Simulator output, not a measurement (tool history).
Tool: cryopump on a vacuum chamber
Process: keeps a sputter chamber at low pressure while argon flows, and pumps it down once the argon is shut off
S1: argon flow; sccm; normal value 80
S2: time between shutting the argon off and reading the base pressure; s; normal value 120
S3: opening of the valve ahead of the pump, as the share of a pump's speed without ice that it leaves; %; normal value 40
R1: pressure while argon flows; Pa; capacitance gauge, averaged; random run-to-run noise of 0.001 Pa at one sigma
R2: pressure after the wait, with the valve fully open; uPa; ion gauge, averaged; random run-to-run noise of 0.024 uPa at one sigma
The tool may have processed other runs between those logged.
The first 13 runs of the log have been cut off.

| run | hour | S1 | S2 | S3 | R1 | R2 |
|---|---|---|---|---|---|---|
| 14 | 251.1 | 80 | 120 | 40 | 0.2303 | 1.17 |
| 15 | 265.8 | 80 | 120 | 40 | 0.2298 | 1.12 |
| 16 | 287.1 | 80 | 120 | 23 | 0.3919 | 1.17 |
| 17 | 314.8 | 80 | 120 | 40 | 0.2289 | 1.15 |
| 18 | 335.6 | 68 | 52 | 45 | 0.1741 | 2.22 |
| 19 | 354.1 | 80 | 159 | 40 | 0.2279 | 1.05 |
| 20 | 381.3 | 80 | 159 | 40 | 0.2302 | 1.09 |
| 21 | 395.2 | 41 | 120 | 40 | 0.1195 | 1.28 |
| 22 | 408.2 | 41 | 120 | 40 | 0.1198 | 1.25 |
| 23 | 429.2 | 64 | 120 | 40 | 0.1852 | 1.24 |
| 24 | 449.4 | 64 | 120 | 40 | 0.1860 | 1.31 |
| 25 | 463.1 | 113 | 62 | 49 | 0.2707 | 1.90 |
| 26 | 481.7 | 113 | 62 | 49 | 0.2708 | 1.99 |
| 27 | 502.7 | 35 | 62 | 59 | 0.0707 | 2.06 |

Expected results for the next run?
| 28 | 523.6 | 135 | 50 | 29 | ? | ? |

Run 28 measured R1 0.5453 Pa, R2 2.45 uPa.
The same run, on a tool lacking any hidden state, would have yielded R1 0.5316 Pa, R2 2.04 uPa.
